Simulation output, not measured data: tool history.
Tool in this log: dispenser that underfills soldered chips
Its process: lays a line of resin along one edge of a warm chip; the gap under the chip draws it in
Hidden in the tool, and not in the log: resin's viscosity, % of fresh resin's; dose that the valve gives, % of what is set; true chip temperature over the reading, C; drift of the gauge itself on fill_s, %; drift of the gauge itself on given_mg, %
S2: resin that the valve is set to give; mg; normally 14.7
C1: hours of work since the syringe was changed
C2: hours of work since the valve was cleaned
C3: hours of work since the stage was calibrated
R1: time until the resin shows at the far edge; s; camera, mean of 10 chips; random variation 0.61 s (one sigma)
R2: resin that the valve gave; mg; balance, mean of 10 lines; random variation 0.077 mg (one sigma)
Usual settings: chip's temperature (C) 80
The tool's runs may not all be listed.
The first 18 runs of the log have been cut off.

-- hour=129.2 new syringe of resin
run 19 hour=133.7 | chip's_temperature_(C)=90 S2=17.5 | C1=3 C2=81 C3=255 | R1=46.2 R2=16.2
-- hour=138.2 new syringe of resin
run 20 hour=142 | chip's_temperature_(C)=90 S2=17.5 | C1=3 C2=87 C3=261 | R1=45.4 R2=16.15
-- hour=147.2 new syringe of resin
run 21 hour=149.2 | chip's_temperature_(C)=87 S2=12.6 | C1=1 C2=92 C3=265 | R1=49.2 R2=11.55
run 22 hour=153.4 | chip's_temperature_(C)=85 S2=18.2 | C1=4 C2=95 C3=268 | R1=60.1 R2=16.64
-- hour=156.1 new syringe of resin
run 23 hour=159.8 | chip's_temperature_(C)=82 S2=13.6 | C1=3 C2=99 C3=273 | R1=59.3 R2=12.27
run 24 hour=164 | chip's_temperature_(C)=95 S2=15.2 | C1=6 C2=102 C3=276 | R1=49.1 R2=13.82
-- hour=164.9 new syringe of resin
run 25 hour=169 | chip's_temperature_(C)=72 S2=16.2 | C1=3 C2=105 C3=279 | R1=81.1 R2=14.61
-- hour=173.6 new syringe of resin
run 26 hour=176.5 | chip's_temperature_(C)=81 S2=16.2 | C1=2 C2=110 C3=284 | R1=57.5 R2=14.56
-- hour=182.4 new syringe of resin
run 27 hour=185.5 | chip's_temperature_(C)=81 S2=13 | C1=2 C2=117 C3=291 | R1=60 R2=11.64
-- hour=191.1 new syringe of resin
run 28 hour=193.5 | chip's_temperature_(C)=81 S2=13 | C1=2 C2=122 C3=296 | R1=60.5 R2=11.48
-- hour=199.8 new syringe of resin
run 29 hour=202.4 | chip's_temperature_(C)=78 S2=17.9 | C1=2 C2=128 C3=302 | R1=60.4 R2=15.79
-- hour=206.3 dispensing valve cleaned and set on the balance
run 30 hour=207.9 | chip's_temperature_(C)=78 S2=17.9 | C1=5 C2=1 C3=305 | R1=74.8 R2=18.03
-- hour=209.7 new syringe of resin
run 31 hour=216.4 | chip's_temperature_(C)=78 S2=17.9 | C1=5 C2=7 C3=311 | R1=74.8 R2=17.87
-- hour=218.1 new syringe of resin
run 32 hour=222.1 | chip's_temperature_(C)=78 S2=17.9 | C1=3 C2=11 C3=315 | R1=64.3 R2=17.71
-- hour=226.7 new syringe of resin
run 33 hour=230.4 | chip's_temperature_(C)=78 S2=17.9 | C1=3 C2=17 C3=321 | R1=64.7 R2=17.73
run 34 hour=234.7 | chip's_temperature_(C)=81 S2=16 | C1=6 C2=20 C3=324 | R1=74.4 R2=15.75

Branching from run 34: 5 alternative next runs. What would each branch give?
-- hour=235.8 new syringe of resin
run A hour=243.6 | chip's_temperature_(C)=80 S2=14.7 | C1=6 C2=26 C3=330 | R1=? R2=?
-- hour=235.8 new syringe of resin
run B hour=243.6 | chip's_temperature_(C)=88 S2=15 | C1=6 C2=26 C3=330 | R1=? R2=?
-- hour=235.8 new syringe of resin
run C hour=243.6 | chip's_temperature_(C)=70 S2=16 | C1=6 C2=26 C3=330 | R1=? R2=?
-- hour=235.8 new syringe of resin
run D hour=243.6 | chip's_temperature_(C)=80 S2=15.6 | C1=6 C2=26 C3=330 | R1=? R2=?
-- hour=235.8 new syringe of resin
run E hour=243.6 | chip's_temperature_(C)=71 S2=17.2 | C1=6 C2=26 C3=330 | R1=? R2=?

run=A R1=75.8 R2=14.37
run=B R1=58.4 R2=14.66
run=C R1=104.4 R2=15.62
run=D R1=75.9 R2=15.19
run=E R1=99 R2=16.93
Without the tool's hidden state the same runs would have given:
run=A R1=53.2 R2=14.72
run=B R1=40.8 R2=15.02
run=C R1=73.3 R2=16
run=D R1=53.1 R2=15.56
run=E R1=69.7 R2=17.34
